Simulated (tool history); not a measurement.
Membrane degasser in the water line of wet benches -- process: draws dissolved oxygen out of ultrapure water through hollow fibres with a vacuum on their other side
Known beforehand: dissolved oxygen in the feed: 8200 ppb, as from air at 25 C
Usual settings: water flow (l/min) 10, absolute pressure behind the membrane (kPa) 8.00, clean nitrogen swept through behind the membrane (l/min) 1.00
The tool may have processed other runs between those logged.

run    hour  water flow (l/min)  absolute pressure behind the membrane (kPa)  clean nitrogen swept through behind the membrane (l/min)  dissolved oxygen in the water behind the degasser (ppb)  pressure that the water loses in the fibres (kPa)
  1     0.0                  10                                         8.00                                                      1.00                                                    187.5                                              69.10
  2    64.0                  10                                         8.00                                                      1.00                                                    184.4                                              68.95
  3   140.7                  10                                         5.16                                                      1.00                                                    123.2                                              69.02
  4   212.2                  10                                        12.12                                                      1.00                                                    274.2                                              68.61
  5   291.8                  10                                        18.24                                                      1.00                                                    420.1                                              68.99
  6   340.0                  10                                        18.24                                                      1.00                                                    417.9                                              69.35
  7   381.8                  10                                         8.00                                                      1.00                                                    187.3                                              69.07
  8   424.0                  10                                         8.00                                                      1.00                                                    186.3                                              69.49
      439.1  -- seals of the vacuum lines changed
  9   500.3                  10                                         8.36                                                      1.00                                                    195.3                                              68.99
 10   583.4                  10                                         8.36                                                      1.00                                                    196.4                                              69.34
 11   654.7                  10                                         8.36                                                      1.00                                                    196.8                                              69.20
 12   711.6                  10                                         5.73                                                      1.00                                                    136.2                                              69.01
 13   753.9                  10                                         5.73                                                      2.99                                                     97.1                                              68.90
 14   843.6                  10                                         5.73                                                      2.99                                                     96.0                                              68.96
 15   906.5                  12                                         5.42                                                      1.92                                                    182.7                                              82.28
 16   989.0                   7                                         5.97                                                      1.00                                                     61.5                                              48.60
 17  1035.9                   7                                         5.97                                                      1.00                                                     61.1                                              48.08
 18  1121.4                   7                                         5.97                                                      1.00                                                     62.5                                              48.14
 19  1186.0                  13                                         5.97                                                      1.00                                                    275.6                                              89.57
 20  1253.1                  13                                         5.97                                                      1.00                                                    268.1                                              90.34
 21  1309.4                  10                                         4.80                                                      1.00                                                    114.5                                              68.81
 22  1371.5                   6                                         5.14                                                      2.07                                                     19.8                                              41.45
 23  1439.4                   7                                         8.00                                                      1.00                                                     94.3                                              48.48

Branching from run 23: 5 alternative next runs. What would each branch give?
  A  1482.3                   6                                         8.00                                                      1.32                                                        ?                                                  ?
  B  1482.3                  10                                         9.35                                                      1.00                                                        ?                                                  ?
  C  1482.3                   7                                         8.00                                                      0.71                                                        ?                                                  ?
  D  1482.3                   7                                        16.60                                                      1.86                                                        ?                                                  ?
  E  1482.3                  11                                        18.44                                                      0.43                                                        ?                                                  ?

run  dissolved oxygen in the water behind the degasser (ppb)  pressure that the water loses in the fibres (kPa)
  A                                                     59.6                                              41.54
  B                                                    216.7                                              69.53
  C                                                    125.6                                              48.47
  D                                                    136.7                                              48.24
  E                                                    868.0                                              75.73
The same runs, with their run-to-run variation unchanged, on a tool lacking any hidden condition would have given:
run  dissolved oxygen in the water behind the degasser (ppb)  pressure that the water loses in the fibres (kPa)
  A                                                     59.6                                              41.52
  B                                                    216.5                                              69.50
  C                                                    125.5                                              48.45
  D                                                    136.6                                              48.22
  E                                                    867.8                                              75.70
